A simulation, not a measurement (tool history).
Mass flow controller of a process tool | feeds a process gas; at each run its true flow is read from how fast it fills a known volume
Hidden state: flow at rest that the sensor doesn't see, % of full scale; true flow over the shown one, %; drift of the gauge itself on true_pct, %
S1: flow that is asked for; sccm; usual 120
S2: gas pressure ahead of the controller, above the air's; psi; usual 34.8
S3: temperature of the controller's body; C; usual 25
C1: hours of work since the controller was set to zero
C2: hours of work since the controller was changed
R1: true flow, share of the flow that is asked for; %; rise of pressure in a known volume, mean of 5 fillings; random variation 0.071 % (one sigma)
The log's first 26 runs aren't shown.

run 27 hour=2374.0 | S1=23 S2=33.8 S3=24 | C1=1102 C2=1102 | R1=98.95
run 28 hour=2437.7 | S1=43 S2=31.5 S3=22 | C1=1126 C2=1126 | R1=98.94
run 29 hour=2492.3 | S1=43 S2=31.5 S3=22 | C1=1147 C2=1147 | R1=98.82
run 30 hour=2550.3 | S1=43 S2=31.5 S3=22 | C1=1169 C2=1169 | R1=98.84
run 31 hour=2663.8 | S1=25 S2=31.5 S3=23 | C1=1212 C2=1212 | R1=98.93
run 32 hour=2783.0 | S1=25 S2=31.5 S3=38 | C1=1258 C2=1258 | R1=99.77
run 33 hour=2897.6 | S1=148 S2=30.2 S3=38 | C1=1301 C2=1301 | R1=100.48
run 34 hour=2978.2 | S1=148 S2=24.2 S3=38 | C1=1332 C2=1332 | R1=100.45
run 35 hour=3090.9 | S1=148 S2=24.2 S3=38 | C1=1375 C2=1375 | R1=100.42
run 36 hour=3180.0 | S1=49 S2=34.8 S3=25 | C1=1409 C2=1409 | R1=99.22
run 37 hour=3292.3 | S1=49 S2=34.8 S3=23 | C1=1452 C2=1452 | R1=99.02
run 38 hour=3412.8 | S1=94 S2=35.2 S3=21 | C1=1498 C2=1498 | R1=99.17
run 39 hour=3464.2 | S1=24 S2=34.4 S3=21 | C1=1518 C2=1518 | R1=98.69
run 40 hour=3574.1 | S1=24 S2=34.4 S3=21 | C1=1560 C2=1560 | R1=98.88
run 41 hour=3685.4 | S1=120 S2=21.0 S3=33 | C1=1602 C2=1602 | R1=99.80
run 42 hour=3809.0 | S1=48 S2=40.3 S3=38 | C1=1649 C2=1649 | R1=100.07
run 43 hour=3868.7 | S1=48 S2=40.3 S3=38 | C1=1672 C2=1672 | R1=99.99
run 44 hour=3960.7 | S1=124 S2=30.7 S3=25 | C1=1707 C2=1707 | R1=99.55

5 ways to go on from here, each from the tool as it stands after run 44. What would each give?
run A hour=4032.4 | S1=40 S2=32.8 S3=31 | C1=1734 C2=1734 | R1=?
run B hour=4032.4 | S1=37 S2=34.8 S3=38 | C1=1734 C2=1734 | R1=?
run C hour=4032.4 | S1=51 S2=38.6 S3=25 | C1=1734 C2=1734 | R1=?
run D hour=4032.4 | S1=178 S2=36.0 S3=25 | C1=1734 C2=1734 | R1=?
run E hour=4032.4 | S1=44 S2=30.7 S3=32 | C1=1734 C2=1734 | R1=?

run=A R1=99.45
run=B R1=99.82
run=C R1=99.26
run=D R1=99.97
run=E R1=99.38
Without the tool's hidden state the same runs would have given:
run=A R1=99.44
run=B R1=99.81
run=C R1=99.25
run=D R1=99.97
run=E R1=99.37
